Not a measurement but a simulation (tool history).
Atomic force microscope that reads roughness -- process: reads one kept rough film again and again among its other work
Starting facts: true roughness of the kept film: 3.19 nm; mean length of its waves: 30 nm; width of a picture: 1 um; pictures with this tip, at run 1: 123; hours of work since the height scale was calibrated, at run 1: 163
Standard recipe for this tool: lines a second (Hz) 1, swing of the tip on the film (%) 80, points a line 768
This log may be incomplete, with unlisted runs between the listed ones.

run   hour  lines a second (Hz)  swing of the tip on the film (%)  points a line  pictures with this tip  hours of work since the height scale was calibrated  roughness of the kept film (nm (root mean square))
  1      0                    1                                80            768                     123                                                  163                                               2.019
  2     19                    1                                80            768                     146                                                  171                                               1.926
  3   31.8                    1                                80            768                     161                                                  176                                                1.89
  4   47.7                    1                                80            768                     179                                                  183                                               1.837
  5   65.1                    1                                66            768                     200                                                  190                                               1.862
      86.1  -- new tip fitted
  6   95.2                    1                                66            768                      11                                                  202                                               2.613
  7  119.5                 2.97                                80            768                      39                                                  211                                               1.996
  8  134.4                 2.97                                80            768                      57                                                  217                                               1.935
  9    162                 2.97                                80            768                      89                                                  228                                                1.83
 10  174.5                 1.97                                80            768                     104                                                  233                                               1.939
 11  197.4                 0.67                                80            768                     131                                                  243                                               2.068
 12  223.2                    1                                80            768                     161                                                  253                                               1.924
 13  252.5                    1                                80            768                     195                                                  265                                               1.808
 14  271.4                    1                                80            768                     217                                                  273                                               1.759
     277.2  -- new tip fitted
 15  285.5                    1                                78            768                      10                                                  278                                               2.484
 16  310.6                    1                                78            768                      39                                                  288                                               2.373
 17    335                    1                                80            768                      68                                                  298                                               2.213
 18  361.6                    1                                80            768                      99                                                  309                                               2.104
 19  384.6                    1                                80            768                     126                                                  318                                                1.99
 20  404.6                    1                                80            768                     149                                                  326                                                1.93
 21  433.1                 1.84                                82            387                     182                                                  338                                               1.652
 22  458.7                    1                                72            455                     212                                                  348                                               1.798
     469.2  -- new tip fitted
 23  489.4                    1                                85            453                      23                                                  360                                               2.344
 24  512.6                    1                                80            453                      51                                                  369                                               2.289
 25  542.2                  2.4                                81            559                      85                                                  381                                               1.896
 26  567.2                  2.4                                81            298                     114                                                  391                                               1.776
 27  591.9                  0.7                                63            444                     143                                                  401                                               2.088
 28    620                  0.7                                63            444                     176                                                  413                                               1.981
 29  633.4                  0.7                                83            666                     192                                                  418                                                1.86
 30  648.3                  0.7                                83            666                     209                                                  424                                               1.807
       662  -- new tip fitted
 31  672.8                    1                                80            684                      12                                                  434                                               2.472
 32  702.1                    1                                80            684                      46                                                  446                                               2.342
 33  715.5                 2.76                                69            520                      62                                                  451                                               2.129
 34  735.3                 2.76                                58            721                      85                                                  459                                               2.231
 35  762.7                 1.45                                74            768                     117                                                  470                                               2.051
 36    790                 1.45                                74            339                     149                                                  481                                               1.923
 37  813.5                    2                                61            555                     176                                                  490                                                1.93
 38  843.9                 3.94                                61            980                     212                                                  503                                               1.727
     854.7  -- new tip fitted
 39  872.2                 3.94                                61            980                      20                                                  514                                               2.382
 40  899.6                 0.57                                76            768                      52                                                  525                                               2.449

For some of the steps in roughness of the kept film (nm (root mean square)) from one run to the next: how much would appear even if the tool had no hidden state, given the settings, what came in and random variation, and how much remains for the hidden state plus any gauge scatter that the measured result and the result without hidden state don't share?
What the log doesn't record here: radius of the tip, nm; height scale over the true one, %; drift of the gauge itself on roughness_nm, %.
Run 5 -> 6: new tip fitted. roughness of the kept film (nm (root mean square)) +0.751: hidden state +0.74, all else +0.011.
Run 14 -> 15: swing of the tip on the film (%) 80 -> 78, new tip fitted. roughness of the kept film (nm (root mean square)) +0.725: hidden state +0.709, all else +0.016.
Run 30 -> 31: lines a second (Hz) 0.7 -> 1, swing of the tip on the film (%) 83 -> 80, points a line 666 -> 684, new tip fitted. roughness of the kept film (nm (root mean square)) +0.665: hidden state +0.724, all else -0.059.
